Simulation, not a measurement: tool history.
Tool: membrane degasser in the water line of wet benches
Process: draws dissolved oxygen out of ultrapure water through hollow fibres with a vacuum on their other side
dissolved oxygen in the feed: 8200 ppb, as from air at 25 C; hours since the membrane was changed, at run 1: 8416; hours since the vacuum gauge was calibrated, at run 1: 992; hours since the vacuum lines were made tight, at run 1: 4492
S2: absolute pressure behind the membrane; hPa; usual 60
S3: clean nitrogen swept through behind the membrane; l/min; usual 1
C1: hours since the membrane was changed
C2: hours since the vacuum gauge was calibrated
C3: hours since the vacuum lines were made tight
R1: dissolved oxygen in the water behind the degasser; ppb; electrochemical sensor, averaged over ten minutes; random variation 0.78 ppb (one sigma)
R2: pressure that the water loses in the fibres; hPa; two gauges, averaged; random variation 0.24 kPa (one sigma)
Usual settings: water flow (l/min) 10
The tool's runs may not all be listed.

{"run": 1, "hour": 0.0, "water flow (l/min)": 10, "S2": 60, "S3": 1, "C1": 8416, "C2": 992, "C3": 4492, "R1": 79.2, "R2": 675.1}
{"run": 2, "hour": 184.7, "water flow (l/min)": 10, "S2": 115.9, "S3": 1, "C1": 8601, "C2": 1176, "C3": 4677, "R1": 210.5, "R2": 675.7}
{"run": 3, "hour": 402.2, "water flow (l/min)": 10, "S2": 115.9, "S3": 1, "C1": 8819, "C2": 1394, "C3": 4894, "R1": 211.9, "R2": 676}
{"run": 4, "hour": 687.3, "water flow (l/min)": 10, "S2": 115.9, "S3": 1, "C1": 9104, "C2": 1679, "C3": 5179, "R1": 212.7, "R2": 677.9}
{"hour": 874.6, "done": "seals of the vacuum lines changed"}
{"run": 5, "hour": 957.4, "water flow (l/min)": 10, "S2": 115.9, "S3": 1, "C1": 9372, "C2": 1947, "C3": 83, "R1": 205.4, "R2": 680.7}
{"run": 6, "hour": 1175.7, "water flow (l/min)": 10, "S2": 115.9, "S3": 0.85, "C1": 9590, "C2": 2165, "C3": 301, "R1": 238.3, "R2": 683.4}
{"run": 7, "hour": 1427.9, "water flow (l/min)": 10, "S2": 115.9, "S3": 0.85, "C1": 9842, "C2": 2417, "C3": 553, "R1": 245, "R2": 682.9}
{"run": 8, "hour": 1646.1, "water flow (l/min)": 10, "S2": 115.9, "S3": 0.85, "C1": 10061, "C2": 2636, "C3": 772, "R1": 241.3, "R2": 681.6}
{"run": 9, "hour": 1885.7, "water flow (l/min)": 10, "S2": 115.9, "S3": 0.85, "C1": 10300, "C2": 2875, "C3": 1011, "R1": 236, "R2": 680.2}
{"run": 10, "hour": 2059.6, "water flow (l/min)": 9, "S2": 60, "S3": 1, "C1": 10474, "C2": 3049, "C3": 1185, "R1": 72, "R2": 614.3}
{"run": 11, "hour": 2337.6, "water flow (l/min)": 9, "S2": 60, "S3": 1, "C1": 10752, "C2": 3327, "C3": 1463, "R1": 72.7, "R2": 620.2}
{"run": 12, "hour": 2626.5, "water flow (l/min)": 9, "S2": 60, "S3": 1, "C1": 11041, "C2": 3616, "C3": 1752, "R1": 72.9, "R2": 614.5}
{"run": 13, "hour": 2829.7, "water flow (l/min)": 9, "S2": 60, "S3": 1, "C1": 11244, "C2": 3819, "C3": 1955, "R1": 75.6, "R2": 619.8}
{"run": 14, "hour": 2996.6, "water flow (l/min)": 9, "S2": 60, "S3": 1, "C1": 11411, "C2": 3986, "C3": 2122, "R1": 75.2, "R2": 616.2}
{"run": 15, "hour": 3152.4, "water flow (l/min)": 7, "S2": 109.8, "S3": 1.74, "C1": 11567, "C2": 4142, "C3": 2278, "R1": 84.7, "R2": 482.4}
{"run": 16, "hour": 3369.7, "water flow (l/min)": 6, "S2": 69.9, "S3": 0.42, "C1": 11784, "C2": 4359, "C3": 2495, "R1": 140.5, "R2": 409.5}
{"hour": 3574.8, "done": "membrane cartridge changed"}
{"run": 17, "hour": 3608.4, "water flow (l/min)": 8, "S2": 77.4, "S3": 1.1, "C1": 34, "C2": 4594, "C3": 2730, "R1": 91.1, "R2": 512.2}
{"run": 18, "hour": 3851.8, "water flow (l/min)": 9, "S2": 135.3, "S3": 0.74, "C1": 277, "C2": 4837, "C3": 2973, "R1": 307.9, "R2": 575.3}
{"run": 19, "hour": 4124.5, "water flow (l/min)": 15, "S2": 42.7, "S3": 1.46, "C1": 550, "C2": 5110, "C3": 3246, "R1": 60.6, "R2": 959.4}
{"run": 20, "hour": 4268.1, "water flow (l/min)": 15, "S2": 42.7, "S3": 1.46, "C1": 693, "C2": 5254, "C3": 3389, "R1": 61.5, "R2": 962.5}
{"run": 21, "hour": 4393.4, "water flow (l/min)": 12, "S2": 45.2, "S3": 0.46, "C1": 819, "C2": 5379, "C3": 3515, "R1": 109, "R2": 776.2}

Forecast run 22:
{"run": 22, "hour": 4622.7, "water flow (l/min)": 10, "S2": 43.7, "S3": 1, "C1": 1048, "C2": 5608, "C3": 3744, "R1": "?", "R2": "?"}

{"run 22": {"R1": 45.1, "R2": 638.9}}
Without the tool's hidden state the same run would have given R1 33.4 ppb, R2 634.6 hPa.

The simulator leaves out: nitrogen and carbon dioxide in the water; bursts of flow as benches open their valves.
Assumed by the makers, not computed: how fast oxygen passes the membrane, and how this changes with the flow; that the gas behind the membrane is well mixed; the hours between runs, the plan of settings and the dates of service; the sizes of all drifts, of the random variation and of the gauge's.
